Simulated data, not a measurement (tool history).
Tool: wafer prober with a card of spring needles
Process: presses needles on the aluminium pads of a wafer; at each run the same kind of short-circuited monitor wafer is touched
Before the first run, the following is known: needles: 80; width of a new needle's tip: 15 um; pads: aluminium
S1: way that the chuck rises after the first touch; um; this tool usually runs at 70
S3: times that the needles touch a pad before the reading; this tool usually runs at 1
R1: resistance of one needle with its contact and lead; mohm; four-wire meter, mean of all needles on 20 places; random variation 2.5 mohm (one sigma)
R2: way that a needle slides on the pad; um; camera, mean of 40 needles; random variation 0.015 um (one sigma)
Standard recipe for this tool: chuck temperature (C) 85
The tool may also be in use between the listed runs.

run 1 day=0.000 | S1=70 chuck_temperature_(C)=85 S3=1 | R1=289 R2=13.85
-- day=0.512 tips cleaned on abrasive film
-- day=1.312 tips cleaned on abrasive film
-- day=2.092 tips cleaned on abrasive film
run 2 day=2.433 | S1=70 chuck_temperature_(C)=85 S3=1 | R1=281 R2=13.86
-- day=2.962 tips cleaned on abrasive film
-- day=3.817 tips cleaned on abrasive film
run 3 day=4.329 | S1=70 chuck_temperature_(C)=85 S3=1 | R1=282 R2=13.87
-- day=4.667 tips cleaned on abrasive film
-- day=5.412 tips cleaned on abrasive film
-- day=6.192 tips cleaned on abrasive film
run 4 day=6.442 | S1=70 chuck_temperature_(C)=85 S3=1 | R1=283 R2=13.86
-- day=7.008 tips cleaned on abrasive film
-- day=7.850 tips cleaned on abrasive film
run 5 day=8.312 | S1=62 chuck_temperature_(C)=85 S3=1 | R1=284 R2=12.28
-- day=8.588 tips cleaned on abrasive film
-- day=9.308 tips cleaned on abrasive film
run 6 day=9.308 | S1=53 chuck_temperature_(C)=85 S3=1 | R1=285 R2=10.51
-- day=9.950 height of the first contact set anew
-- day=10.133 tips cleaned on abrasive film
-- day=10.946 tips cleaned on abrasive film
run 7 day=11.312 | S1=82 chuck_temperature_(C)=85 S3=1 | R1=282 R2=16.26
-- day=11.750 tips cleaned on abrasive film
-- day=12.488 tips cleaned on abrasive film
-- day=13.217 tips cleaned on abrasive film
run 8 day=13.379 | S1=70 chuck_temperature_(C)=85 S3=1 | R1=281 R2=13.86
-- day=14.092 tips cleaned on abrasive film
run 9 day=14.696 | S1=70 chuck_temperature_(C)=85 S3=1 | R1=287 R2=13.88
-- day=14.988 tips cleaned on abrasive film
-- day=15.862 tips cleaned on abrasive film
run 10 day=16.250 | S1=70 chuck_temperature_(C)=36 S3=1 | R1=269 R2=13.87
-- day=16.604 tips cleaned on abrasive film
-- day=17.362 tips cleaned on abrasive film
-- day=18.096 tips cleaned on abrasive film
run 11 day=18.096 | S1=70 chuck_temperature_(C)=47 S3=1 | R1=272 R2=13.89
-- day=18.858 tips cleaned on abrasive film
run 12 day=19.308 | S1=70 chuck_temperature_(C)=47 S3=2 | R1=269 R2=13.86
-- day=19.638 tips cleaned on abrasive film
-- day=20.358 tips cleaned on abrasive film
-- day=21.138 tips cleaned on abrasive film
-- day=21.329 height of the first contact set anew
run 13 day=21.450 | S1=78 chuck_temperature_(C)=36 S3=2 | R1=269 R2=15.45
-- day=21.896 tips cleaned on abrasive film
-- day=22.650 tips cleaned on abrasive film
-- day=23.408 tips cleaned on abrasive film
run 14 day=23.492 | S1=61 chuck_temperature_(C)=36 S3=3 | R1=270 R2=12.08
-- day=24.154 tips cleaned on abrasive film
run 15 day=24.612 | S1=70 chuck_temperature_(C)=95 S3=1 | R1=285 R2=13.86
-- day=24.900 tips cleaned on abrasive film
-- day=25.742 tips cleaned on abrasive film
-- day=26.475 tips cleaned on abrasive film
run 16 day=26.825 | S1=70 chuck_temperature_(C)=95 S3=1 | R1=285 R2=13.87

Run 17 is up next; what results do you expect?
-- day=27.367 tips cleaned on abrasive film
-- day=28.162 tips cleaned on abrasive film
run 17 day=28.592 | S1=89 chuck_temperature_(C)=28 S3=2 | R1=? R2=?

Run 17 yielded R1 265 mohm, R2 17.64 um.
Were there no unlogged condition in the tool, this run, its random variation unchanged, would have produced R1 265 mohm, R2 17.64 um.
